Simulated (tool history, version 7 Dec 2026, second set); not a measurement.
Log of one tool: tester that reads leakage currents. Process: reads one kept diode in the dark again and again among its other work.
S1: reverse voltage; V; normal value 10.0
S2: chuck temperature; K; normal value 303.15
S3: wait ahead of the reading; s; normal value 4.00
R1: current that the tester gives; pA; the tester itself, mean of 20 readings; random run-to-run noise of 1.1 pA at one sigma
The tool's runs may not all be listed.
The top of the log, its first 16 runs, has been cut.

run	hour	S1	S2	S3	R1
17	3001.9	10.0	303.15	4.00	392.70
18	3281.1	10.0	303.15	4.00	396.35
19	3418.1	10.0	303.15	4.00	395.76
# hour 3433.6: probe card cleaned and baked
20	3704.7	3.2	303.15	4.00	222.94
21	3827.3	10.3	304.15	0.38	434.39
22	3993.2	1.7	314.15	6.85	411.47
23	4130.3	1.7	314.15	6.85	408.35
24	4265.5	10.0	307.15	6.74	551.62
25	4397.0	17.9	300.15	0.76	412.08
26	4591.1	17.9	300.15	0.76	413.46
27	4809.5	2.2	304.15	0.74	204.83
28	5054.2	9.5	322.15	7.03	1792.91
29	5211.7	9.5	322.15	7.03	1807.27
30	5500.2	6.4	303.15	4.00	322.10

Run 31, settings as shown, results not yet in. Your forecast:
31	5690.6	6.4	303.15	4.00	?

R1: 324.10 pA
Without the tool's hidden state the same run would have given R1 304.71 pA.

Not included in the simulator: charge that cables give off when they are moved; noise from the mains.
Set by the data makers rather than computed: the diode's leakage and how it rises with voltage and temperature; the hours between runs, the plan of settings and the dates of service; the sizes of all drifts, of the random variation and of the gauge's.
